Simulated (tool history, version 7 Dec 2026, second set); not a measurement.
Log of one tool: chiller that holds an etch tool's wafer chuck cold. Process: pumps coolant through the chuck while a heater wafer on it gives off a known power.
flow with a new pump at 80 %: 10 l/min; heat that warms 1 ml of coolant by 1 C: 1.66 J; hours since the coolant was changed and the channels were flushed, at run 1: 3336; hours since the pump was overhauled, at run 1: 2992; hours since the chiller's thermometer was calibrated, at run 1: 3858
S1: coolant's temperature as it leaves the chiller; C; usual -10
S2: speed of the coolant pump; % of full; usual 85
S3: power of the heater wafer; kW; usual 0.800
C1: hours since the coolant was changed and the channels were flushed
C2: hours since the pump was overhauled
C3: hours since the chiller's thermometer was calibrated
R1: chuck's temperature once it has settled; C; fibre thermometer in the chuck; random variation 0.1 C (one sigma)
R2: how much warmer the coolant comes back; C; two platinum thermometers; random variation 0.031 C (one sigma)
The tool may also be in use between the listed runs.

run 1 hour=0.0 | S1=-10 S2=85 S3=0.800 | C1=3336 C2=2992 C3=3858 | R1=-3.1 R2=3.01
run 2 hour=35.9 | S1=-10 S2=61 S3=0.800 | C1=3372 C2=3028 C3=3894 | R1=-1.5 R2=4.15
run 3 hour=106.0 | S1=-10 S2=61 S3=0.800 | C1=3442 C2=3098 C3=3964 | R1=-1.4 R2=4.16
run 4 hour=138.6 | S1=-12 S2=85 S3=0.800 | C1=3474 C2=3131 C3=3997 | R1=-5.0 R2=3.04
run 5 hour=194.3 | S1=-10 S2=85 S3=0.542 | C1=3530 C2=3186 C3=4053 | R1=-4.9 R2=2.00
-- hour=227.2 chiller's thermometer calibrated
run 6 hour=260.5 | S1=-10 S2=85 S3=0.542 | C1=3595 C2=3252 C3=33 | R1=-5.8 R2=2.04
run 7 hour=298.4 | S1=-10 S2=85 S3=0.542 | C1=3633 C2=3290 C3=71 | R1=-6.0 R2=2.08
run 8 hour=379.6 | S1=-10 S2=85 S3=0.800 | C1=3714 C2=3371 C3=152 | R1=-3.9 R2=3.02
run 9 hour=420.5 | S1=-10 S2=85 S3=0.800 | C1=3755 C2=3412 C3=193 | R1=-3.9 R2=3.09
-- hour=432.5 coolant pump overhauled
run 10 hour=489.4 | S1=-10 S2=85 S3=0.800 | C1=3819 C2=57 C3=257 | R1=-3.7 R2=3.15
run 11 hour=527.6 | S1=-10 S2=85 S3=0.800 | C1=3857 C2=95 C3=295 | R1=-3.8 R2=3.14
run 12 hour=573.6 | S1=-10 S2=85 S3=0.800 | C1=3903 C2=141 C3=341 | R1=-3.7 R2=3.14
run 13 hour=606.8 | S1=-10 S2=85 S3=0.800 | C1=3936 C2=174 C3=375 | R1=-3.7 R2=3.11
run 14 hour=664.8 | S1=-10 S2=85 S3=0.800 | C1=3994 C2=232 C3=433 | R1=-3.6 R2=3.13
run 15 hour=700.3 | S1=-10 S2=85 S3=0.625 | C1=4030 C2=268 C3=468 | R1=-5.1 R2=2.47
-- hour=714.9 coolant pump overhauled, once more
run 16 hour=752.0 | S1=0 S2=85 S3=0.800 | C1=4077 C2=37 C3=515 | R1=5.7 R2=2.69
run 17 hour=811.0 | S1=0 S2=85 S3=0.800 | C1=4136 C2=96 C3=574 | R1=5.7 R2=2.74
run 18 hour=891.1 | S1=0 S2=85 S3=0.800 | C1=4216 C2=176 C3=654 | R1=5.8 R2=2.74
run 19 hour=944.3 | S1=0 S2=86 S3=0.985 | C1=4269 C2=229 C3=707 | R1=7.0 R2=3.32
run 20 hour=993.2 | S1=-10 S2=88 S3=0.800 | C1=4318 C2=278 C3=756 | R1=-4.4 R2=2.66
run 21 hour=1041.9 | S1=-10 S2=88 S3=0.800 | C1=4367 C2=327 C3=805 | R1=-4.4 R2=2.67
run 22 hour=1106.4 | S1=-10 S2=88 S3=0.800 | C1=4431 C2=392 C3=869 | R1=-4.3 R2=2.67
run 23 hour=1166.1 | S1=-10 S2=88 S3=0.800 | C1=4491 C2=451 C3=929 | R1=-4.4 R2=2.67
run 24 hour=1226.3 | S1=-10 S2=88 S3=0.800 | C1=4551 C2=511 C3=989 | R1=-4.1 R2=2.65
run 25 hour=1275.8 | S1=-12 S2=85 S3=0.800 | C1=4600 C2=561 C3=1039 | R1=-5.8 R2=2.75
-- hour=1322.3 coolant changed, channels flushed
run 26 hour=1345.9 | S1=-12 S2=85 S3=0.800 | C1=24 C2=625 C3=1103 | R1=-6.4 R2=2.73
run 27 hour=1401.0 | S1=-12 S2=85 S3=0.800 | C1=79 C2=680 C3=1158 | R1=-6.4 R2=2.74
run 28 hour=1476.5 | S1=-12 S2=85 S3=0.800 | C1=154 C2=756 C3=1233 | R1=-6.3 R2=2.77
run 29 hour=1546.1 | S1=-12 S2=85 S3=0.800 | C1=224 C2=825 C3=1303 | R1=-6.4 R2=2.74
run 30 hour=1623.6 | S1=-12 S2=85 S3=0.800 | C1=301 C2=903 C3=1380 | R1=-6.1 R2=2.74
run 31 hour=1664.5 | S1=-18 S2=63 S3=0.949 | C1=342 C2=944 C3=1421 | R1=-10.1 R2=4.45

Forecast each of these 5 alternatives for the next run:
run A hour=1719.9 | S1=-19 S2=84 S3=0.843 | C1=398 C2=999 C3=1477 | R1=? R2=?
run B hour=1719.9 | S1=-18 S2=63 S3=0.506 | C1=398 C2=999 C3=1477 | R1=? R2=?
run C hour=1719.9 | S1=-2 S2=63 S3=0.949 | C1=398 C2=999 C3=1477 | R1=? R2=?
run D hour=1719.9 | S1=-14 S2=98 S3=0.627 | C1=398 C2=999 C3=1477 | R1=? R2=?
run E hour=1719.9 | S1=-5 S2=63 S3=0.460 | C1=398 C2=999 C3=1477 | R1=? R2=?

run=A R1=-12.8 R2=3.05
run=B R1=-13.5 R2=2.38
run=C R1=6.2 R2=4.46
run=D R1=-9.9 R2=1.88
run=E R1=-0.8 R2=2.19
Without the tool's hidden state the same runs would have given:
run=A R1=-13.4 R2=2.95
run=B R1=-13.9 R2=2.31
run=C R1=5.6 R2=4.32
run=D R1=-10.3 R2=1.82
run=E R1=-1.2 R2=2.12
